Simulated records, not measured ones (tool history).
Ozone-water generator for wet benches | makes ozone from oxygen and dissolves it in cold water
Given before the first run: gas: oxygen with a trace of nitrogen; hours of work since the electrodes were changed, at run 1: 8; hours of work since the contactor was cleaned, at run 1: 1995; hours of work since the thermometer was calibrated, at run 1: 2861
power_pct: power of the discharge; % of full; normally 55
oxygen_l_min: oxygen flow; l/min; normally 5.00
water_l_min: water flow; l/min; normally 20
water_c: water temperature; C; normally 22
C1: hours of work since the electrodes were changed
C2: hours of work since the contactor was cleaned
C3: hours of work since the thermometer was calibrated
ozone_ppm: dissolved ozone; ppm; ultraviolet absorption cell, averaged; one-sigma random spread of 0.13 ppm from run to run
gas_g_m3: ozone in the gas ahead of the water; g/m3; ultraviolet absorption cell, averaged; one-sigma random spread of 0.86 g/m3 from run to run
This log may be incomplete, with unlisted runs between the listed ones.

run 1 day=0.000 | power_pct=55 oxygen_l_min=5.00 water_l_min=20 water_c=22 | C1=8 C2=1995 C3=2861 | ozone_ppm=13.5 gas_g_m3=142.9
run 2 day=1.675 | power_pct=55 oxygen_l_min=5.00 water_l_min=20 water_c=22 | C1=33 C2=2020 C3=2885 | ozone_ppm=13.6 gas_g_m3=142.3
run 3 day=3.012 | power_pct=55 oxygen_l_min=5.00 water_l_min=20 water_c=22 | C1=52 C2=2039 C3=2905 | ozone_ppm=13.3 gas_g_m3=141.7
run 4 day=4.658 | power_pct=55 oxygen_l_min=8.64 water_l_min=20 water_c=22 | C1=76 C2=2063 C3=2929 | ozone_ppm=12.7 gas_g_m3=103.3
run 5 day=5.742 | power_pct=55 oxygen_l_min=5.00 water_l_min=20 water_c=22 | C1=92 C2=2079 C3=2945 | ozone_ppm=13.4 gas_g_m3=140.0
run 6 day=7.758 | power_pct=55 oxygen_l_min=5.00 water_l_min=20 water_c=22 | C1=122 C2=2108 C3=2974 | ozone_ppm=13.4 gas_g_m3=140.5
run 7 day=9.862 | power_pct=55 oxygen_l_min=5.00 water_l_min=20 water_c=22 | C1=152 C2=2139 C3=3005 | ozone_ppm=13.2 gas_g_m3=139.4
run 8 day=10.879 | power_pct=55 oxygen_l_min=5.00 water_l_min=20 water_c=22 | C1=167 C2=2154 C3=3020 | ozone_ppm=13.4 gas_g_m3=140.6
run 9 day=13.362 | power_pct=55 oxygen_l_min=5.00 water_l_min=20 water_c=22 | C1=204 C2=2190 C3=3056 | ozone_ppm=13.4 gas_g_m3=140.1
run 10 day=14.671 | power_pct=55 oxygen_l_min=5.00 water_l_min=20 water_c=22 | C1=223 C2=2209 C3=3075 | ozone_ppm=13.1 gas_g_m3=139.6
run 11 day=16.550 | power_pct=55 oxygen_l_min=5.00 water_l_min=20 water_c=22 | C1=250 C2=2237 C3=3103 | ozone_ppm=13.2 gas_g_m3=139.8
run 12 day=18.850 | power_pct=55 oxygen_l_min=5.00 water_l_min=20 water_c=22 | C1=284 C2=2271 C3=3136 | ozone_ppm=13.4 gas_g_m3=139.8
run 13 day=19.908 | power_pct=55 oxygen_l_min=5.00 water_l_min=20 water_c=22 | C1=299 C2=2286 C3=3152 | ozone_ppm=13.2 gas_g_m3=140.9

Expected results for the next run?
run 14 day=21.412 | power_pct=55 oxygen_l_min=3.50 water_l_min=13 water_c=18 | C1=321 C2=2308 C3=3174 | ozone_ppm=? gas_g_m3=?

Run 14 yielded ozone_ppm 20.0 ppm, gas_g_m3 169.6 g/m3.
Take away the tool's hidden state, keep the run-to-run variation as it was, and the same run would have given ozone_ppm 20.6 ppm, gas_g_m3 170.3 g/m3.

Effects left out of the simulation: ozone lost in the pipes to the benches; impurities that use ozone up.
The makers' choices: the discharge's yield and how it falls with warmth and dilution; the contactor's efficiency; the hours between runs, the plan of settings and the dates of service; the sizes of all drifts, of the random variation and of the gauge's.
